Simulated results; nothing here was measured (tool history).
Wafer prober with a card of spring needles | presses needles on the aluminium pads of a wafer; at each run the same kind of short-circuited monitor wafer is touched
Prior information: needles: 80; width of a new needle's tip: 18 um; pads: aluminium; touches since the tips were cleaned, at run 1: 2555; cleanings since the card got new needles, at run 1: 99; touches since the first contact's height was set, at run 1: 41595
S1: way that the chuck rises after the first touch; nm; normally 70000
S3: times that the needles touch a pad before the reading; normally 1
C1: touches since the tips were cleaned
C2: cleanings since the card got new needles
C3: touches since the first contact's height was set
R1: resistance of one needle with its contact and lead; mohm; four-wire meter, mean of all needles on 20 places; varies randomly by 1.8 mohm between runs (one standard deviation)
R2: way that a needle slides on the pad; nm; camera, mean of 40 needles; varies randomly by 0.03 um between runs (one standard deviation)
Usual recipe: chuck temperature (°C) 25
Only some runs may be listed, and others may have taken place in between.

{"run": 1, "hour": 0.0, "S1": 70000, "chuck temperature (°C)": 25, "S3": 1, "C1": 2555, "C2": 99, "C3": 41595, "R1": 247, "R2": 11630}
{"hour": 3.4, "done": "tips cleaned on abrasive film"}
{"hour": 11.8, "done": "tips cleaned on abrasive film"}
{"hour": 20.3, "done": "tips cleaned on abrasive film"}
{"hour": 27.0, "done": "tips cleaned on abrasive film"}
{"hour": 33.8, "done": "tips cleaned on abrasive film"}
{"hour": 40.5, "done": "tips cleaned on abrasive film"}
{"hour": 48.9, "done": "tips cleaned on abrasive film"}
{"hour": 55.7, "done": "tips cleaned on abrasive film"}
{"run": 2, "hour": 58.2, "S1": 70000, "chuck temperature (°C)": 25, "S3": 1, "C1": 1453, "C2": 107, "C3": 75257, "R1": 235, "R2": 11600}
{"hour": 63.2, "done": "tips cleaned on abrasive film"}
{"hour": 70.0, "done": "tips cleaned on abrasive film"}
{"hour": 76.7, "done": "tips cleaned on abrasive film"}
{"hour": 83.5, "done": "tips cleaned on abrasive film"}
{"run": 3, "hour": 89.0, "S1": 70000, "chuck temperature (°C)": 25, "S3": 1, "C1": 3217, "C2": 111, "C3": 93113, "R1": 261, "R2": 11580}
{"hour": 90.7, "done": "tips cleaned on abrasive film"}
{"hour": 97.5, "done": "tips cleaned on abrasive film"}
{"hour": 104.3, "done": "tips cleaned on abrasive film"}
{"hour": 111.0, "done": "tips cleaned on abrasive film"}
{"hour": 117.8, "done": "tips cleaned on abrasive film"}
{"hour": 126.2, "done": "tips cleaned on abrasive film"}
{"hour": 133.8, "done": "tips cleaned on abrasive film"}
{"run": 4, "hour": 133.8, "S1": 70000, "chuck temperature (°C)": 25, "S3": 1, "C1": 0, "C2": 118, "C3": 118983, "R1": 194, "R2": 11550}
{"hour": 140.5, "done": "tips cleaned on abrasive film"}
{"hour": 142.5, "done": "height of the first contact set anew"}
{"hour": 147.6, "done": "tips cleaned on abrasive film"}
{"hour": 154.3, "done": "tips cleaned on abrasive film"}
{"hour": 162.7, "done": "tips cleaned on abrasive film"}
{"hour": 169.5, "done": "tips cleaned on abrasive film"}
{"hour": 176.2, "done": "tips cleaned on abrasive film"}
{"hour": 183.0, "done": "tips cleaned on abrasive film"}
{"hour": 189.7, "done": "tips cleaned on abrasive film"}
{"hour": 196.5, "done": "tips cleaned on abrasive film"}
{"run": 5, "hour": 202.9, "S1": 70000, "chuck temperature (°C)": 25, "S3": 1, "C1": 3743, "C2": 127, "C3": 34974, "R1": 264, "R2": 11740}
{"hour": 204.6, "done": "tips cleaned on abrasive film"}
{"hour": 213.1, "done": "tips cleaned on abrasive film"}
{"hour": 221.5, "done": "tips cleaned on abrasive film"}
{"hour": 229.9, "done": "tips cleaned on abrasive film"}
{"hour": 238.3, "done": "tips cleaned on abrasive film"}
{"run": 6, "hour": 242.5, "S1": 70000, "chuck temperature (°C)": 25, "S3": 1, "C1": 2446, "C2": 132, "C3": 57916, "R1": 259, "R2": 11670}
{"hour": 245.9, "done": "tips cleaned on abrasive film"}
{"hour": 252.6, "done": "tips cleaned on abrasive film"}
{"hour": 259.4, "done": "tips cleaned on abrasive film"}
{"hour": 266.1, "done": "tips cleaned on abrasive film"}
{"hour": 272.9, "done": "tips cleaned on abrasive film"}
{"hour": 281.3, "done": "tips cleaned on abrasive film"}
{"run": 7, "hour": 285.7, "S1": 70000, "chuck temperature (°C)": 25, "S3": 1, "C1": 2601, "C2": 138, "C3": 82966, "R1": 255, "R2": 11660}
{"hour": 289.2, "done": "tips cleaned on abrasive film"}
{"hour": 295.9, "done": "tips cleaned on abrasive film"}
{"hour": 302.7, "done": "tips cleaned on abrasive film"}
{"hour": 309.4, "done": "tips cleaned on abrasive film"}
{"hour": 316.2, "done": "tips cleaned on abrasive film"}
{"hour": 322.9, "done": "tips cleaned on abrasive film"}
{"run": 8, "hour": 327.2, "S1": 70000, "chuck temperature (°C)": 111, "S3": 1, "C1": 2512, "C2": 144, "C3": 106950, "R1": 264, "R2": 11580}
{"hour": 330.6, "done": "tips cleaned on abrasive film"}
{"hour": 337.4, "done": "tips cleaned on abrasive film"}
{"hour": 344.1, "done": "tips cleaned on abrasive film"}
{"hour": 350.9, "done": "tips cleaned on abrasive film"}
{"hour": 357.8, "done": "height of the first contact set anew"}
{"hour": 359.6, "done": "tips cleaned on abrasive film"}
{"hour": 366.4, "done": "tips cleaned on abrasive film"}
{"hour": 373.1, "done": "tips cleaned on abrasive film"}
{"run": 9, "hour": 378.0, "S1": 70000, "chuck temperature (°C)": 51, "S3": 1, "C1": 2885, "C2": 151, "C3": 11670, "R1": 259, "R2": 11740}
{"hour": 381.5, "done": "tips cleaned on abrasive film"}
{"hour": 389.9, "done": "tips cleaned on abrasive film"}
{"hour": 398.3, "done": "tips cleaned on abrasive film"}
{"hour": 406.7, "done": "tips cleaned on abrasive film"}
{"hour": 413.5, "done": "tips cleaned on abrasive film"}
{"hour": 420.2, "done": "tips cleaned on abrasive film"}
{"run": 10, "hour": 426.3, "S1": 70000, "chuck temperature (°C)": 51, "S3": 1, "C1": 3585, "C2": 157, "C3": 39654, "R1": 272, "R2": 11790}
{"hour": 428.1, "done": "tips cleaned on abrasive film"}
{"hour": 434.8, "done": "tips cleaned on abrasive film"}
{"hour": 441.6, "done": "tips cleaned on abrasive film"}
{"hour": 448.3, "done": "tips cleaned on abrasive film"}
{"hour": 456.7, "done": "tips cleaned on abrasive film"}
{"hour": 463.5, "done": "tips cleaned on abrasive film"}
{"hour": 470.3, "done": "tips cleaned on abrasive film"}
{"hour": 477.0, "done": "tips cleaned on abrasive film"}
{"run": 11, "hour": 480.2, "S1": 70000, "chuck temperature (°C)": 51, "S3": 1, "C1": 1876, "C2": 165, "C3": 70809, "R1": 252, "R2": 11650}
{"hour": 485.3, "done": "tips cleaned on abrasive film"}
{"hour": 492.0, "done": "tips cleaned on abrasive film"}
{"hour": 498.8, "done": "tips cleaned on abrasive film"}
{"hour": 505.5, "done": "tips cleaned on abrasive film"}
{"hour": 512.3, "done": "tips cleaned on abrasive film"}
{"run": 12, "hour": 515.2, "S1": 56000, "chuck temperature (°C)": 89, "S3": 1, "C1": 1695, "C2": 170, "C3": 91048, "R1": 288, "R2": 9230}
{"hour": 520.3, "done": "tips cleaned on abrasive film"}
{"hour": 527.0, "done": "tips cleaned on abrasive film"}
{"hour": 535.4, "done": "tips cleaned on abrasive film"}
{"hour": 543.9, "done": "tips cleaned on abrasive film"}
{"hour": 550.6, "done": "tips cleaned on abrasive film"}
{"run": 13, "hour": 553.9, "S1": 86000, "chuck temperature (°C)": 118, "S3": 1, "C1": 1938, "C2": 175, "C3": 113482, "R1": 239, "R2": 14270}
{"hour": 559.0, "done": "tips cleaned on abrasive film"}
{"hour": 565.8, "done": "tips cleaned on abrasive film"}
{"hour": 572.5, "done": "tips cleaned on abrasive film"}
{"hour": 572.8, "done": "height of the first contact set anew"}
{"hour": 579.6, "done": "tips cleaned on abrasive film"}
{"hour": 586.3, "done": "tips cleaned on abrasive film"}
{"hour": 593.1, "done": "tips cleaned on abrasive film"}
{"hour": 599.8, "done": "tips cleaned on abrasive film"}
{"hour": 606.6, "done": "tips cleaned on abrasive film"}
{"run": 14, "hour": 611.5, "S1": 60000, "chuck temperature (°C)": 50, "S3": 2, "C1": 2896, "C2": 183, "C3": 22416, "R1": 253, "R2": 10030}
{"hour": 614.9, "done": "tips cleaned on abrasive film"}
{"hour": 621.7, "done": "tips cleaned on abrasive film"}
{"hour": 630.1, "done": "tips cleaned on abrasive film"}
{"hour": 636.8, "done": "tips cleaned on abrasive film"}
{"hour": 643.6, "done": "tips cleaned on abrasive film"}
{"hour": 650.3, "done": "tips cleaned on abrasive film"}
{"hour": 657.1, "done": "tips cleaned on abrasive film"}
{"run": 15, "hour": 663.6, "S1": 78000, "chuck temperature (°C)": 52, "S3": 1, "C1": 3842, "C2": 190, "C3": 52609, "R1": 258, "R2": 13040}
{"hour": 665.4, "done": "tips cleaned on abrasive film"}
{"hour": 672.2, "done": "tips cleaned on abrasive film"}
{"hour": 678.9, "done": "tips cleaned on abrasive film"}
{"hour": 685.7, "done": "tips cleaned on abrasive film"}
{"hour": 692.4, "done": "tips cleaned on abrasive film"}
{"hour": 699.2, "done": "tips cleaned on abrasive film"}
{"run": 16, "hour": 700.5, "S1": 70000, "chuck temperature (°C)": 81, "S3": 1, "C1": 776, "C2": 196, "C3": 73881, "R1": 229, "R2": 11670}
{"hour": 707.2, "done": "tips cleaned on abrasive film"}
{"hour": 714.0, "done": "tips cleaned on abrasive film"}
{"hour": 722.4, "done": "tips cleaned on abrasive film"}
{"hour": 729.2, "done": "tips cleaned on abrasive film"}
{"hour": 735.9, "done": "tips cleaned on abrasive film"}
{"hour": 742.7, "done": "tips cleaned on abrasive film"}
{"run": 17, "hour": 746.4, "S1": 77000, "chuck temperature (°C)": 62, "S3": 1, "C1": 2175, "C2": 202, "C3": 100456, "R1": 249, "R2": 12750}
{"hour": 749.8, "done": "tips cleaned on abrasive film"}
{"hour": 756.5, "done": "tips cleaned on abrasive film"}
{"hour": 765.0, "done": "tips cleaned on abrasive film"}
{"hour": 773.4, "done": "tips cleaned on abrasive film"}
{"hour": 780.1, "done": "tips cleaned on abrasive film"}
{"hour": 787.1, "done": "height of the first contact set anew"}
{"hour": 788.8, "done": "tips cleaned on abrasive film"}
{"hour": 795.6, "done": "tips cleaned on abrasive film"}
{"run": 18, "hour": 798.5, "S1": 88000, "chuck temperature (°C)": 28, "S3": 1, "C1": 1679, "C2": 209, "C3": 6560, "R1": 219, "R2": 14800}
{"hour": 803.6, "done": "tips cleaned on abrasive film"}
{"hour": 812.0, "done": "tips cleaned on abrasive film"}
{"hour": 818.7, "done": "tips cleaned on abrasive film"}
{"hour": 825.5, "done": "tips cleaned on abrasive film"}
{"run": 19, "hour": 829.3, "S1": 81000, "chuck temperature (°C)": 51, "S3": 1, "C1": 2260, "C2": 213, "C3": 24437, "R1": 240, "R2": 13550}
{"hour": 832.8, "done": "tips cleaned on abrasive film"}
{"hour": 839.5, "done": "tips cleaned on abrasive film"}
{"hour": 846.3, "done": "tips cleaned on abrasive film"}
{"hour": 854.7, "done": "tips cleaned on abrasive film"}
{"hour": 861.4, "done": "tips cleaned on abrasive film"}
{"hour": 868.2, "done": "tips cleaned on abrasive film"}
{"hour": 874.9, "done": "tips cleaned on abrasive film"}
{"hour": 881.7, "done": "tips cleaned on abrasive film"}
{"hour": 888.4, "done": "tips cleaned on abrasive film"}
{"run": 20, "hour": 893.5, "S1": 83000, "chuck temperature (°C)": 25, "S3": 2, "C1": 2964, "C2": 222, "C3": 61563, "R1": 222, "R2": 13840}
{"hour": 895.3, "done": "tips cleaned on abrasive film"}
{"hour": 903.7, "done": "tips cleaned on abrasive film"}
{"hour": 910.4, "done": "tips cleaned on abrasive film"}
{"hour": 917.2, "done": "tips cleaned on abrasive film"}
{"run": 21, "hour": 923.7, "S1": 70000, "chuck temperature (°C)": 85, "S3": 1, "C1": 3854, "C2": 226, "C3": 79091, "R1": 288, "R2": 11580}

Alternative continuations, all from the tool just after run 21; predict every row:
{"hour": 925.5, "done": "tips cleaned on abrasive film"}
{"hour": 933.9, "done": "tips cleaned on abrasive film"}
{"hour": 940.7, "done": "tips cleaned on abrasive film"}
{"hour": 947.4, "done": "tips cleaned on abrasive film"}
{"hour": 954.2, "done": "tips cleaned on abrasive film"}
{"hour": 960.9, "done": "tips cleaned on abrasive film"}
{"hour": 967.7, "done": "tips cleaned on abrasive film"}
{"hour": 974.4, "done": "tips cleaned on abrasive film"}
{"hour": 981.2, "done": "tips cleaned on abrasive film"}
{"run": "A", "hour": 984.1, "S1": 70000, "chuck temperature (°C)": 26, "S3": 1, "C1": 1714, "C2": 235, "C3": 113989, "R1": "?", "R2": "?"}
{"hour": 925.5, "done": "tips cleaned on abrasive film"}
{"hour": 933.9, "done": "tips cleaned on abrasive film"}
{"hour": 940.7, "done": "tips cleaned on abrasive film"}
{"hour": 947.4, "done": "tips cleaned on abrasive film"}
{"hour": 954.2, "done": "tips cleaned on abrasive film"}
{"hour": 960.9, "done": "tips cleaned on abrasive film"}
{"hour": 967.7, "done": "tips cleaned on abrasive film"}
{"hour": 974.4, "done": "tips cleaned on abrasive film"}
{"hour": 981.2, "done": "tips cleaned on abrasive film"}
{"run": "B", "hour": 984.1, "S1": 77000, "chuck temperature (°C)": 66, "S3": 2, "C1": 1714, "C2": 235, "C3": 113989, "R1": "?", "R2": "?"}
{"hour": 925.5, "done": "tips cleaned on abrasive film"}
{"hour": 933.9, "done": "tips cleaned on abrasive film"}
{"hour": 940.7, "done": "tips cleaned on abrasive film"}
{"hour": 947.4, "done": "tips cleaned on abrasive film"}
{"hour": 954.2, "done": "tips cleaned on abrasive film"}
{"hour": 960.9, "done": "tips cleaned on abrasive film"}
{"hour": 967.7, "done": "tips cleaned on abrasive film"}
{"hour": 974.4, "done": "tips cleaned on abrasive film"}
{"hour": 981.2, "done": "tips cleaned on abrasive film"}
{"run": "C", "hour": 984.1, "S1": 63000, "chuck temperature (°C)": 85, "S3": 2, "C1": 1714, "C2": 235, "C3": 113989, "R1": "?", "R2": "?"}
{"hour": 925.5, "done": "tips cleaned on abrasive film"}
{"hour": 933.9, "done": "tips cleaned on abrasive film"}
{"hour": 940.7, "done": "tips cleaned on abrasive film"}
{"hour": 947.4, "done": "tips cleaned on abrasive film"}
{"hour": 954.2, "done": "tips cleaned on abrasive film"}
{"hour": 960.9, "done": "tips cleaned on abrasive film"}
{"hour": 967.7, "done": "tips cleaned on abrasive film"}
{"hour": 974.4, "done": "tips cleaned on abrasive film"}
{"hour": 981.2, "done": "tips cleaned on abrasive film"}
{"run": "D", "hour": 984.1, "S1": 68000, "chuck temperature (°C)": 42, "S3": 2, "C1": 1714, "C2": 235, "C3": 113989, "R1": "?", "R2": "?"}

run=A R1=250 R2=11580
run=B R1=223 R2=12710
run=C R1=243 R2=10380
run=D R1=232 R2=11170
Without the tool's unlogged condition, the same runs would have read:
run=A R1=186 R2=11820
run=B R1=192 R2=12950
run=C R1=199 R2=10610
run=D R1=191 R2=11410
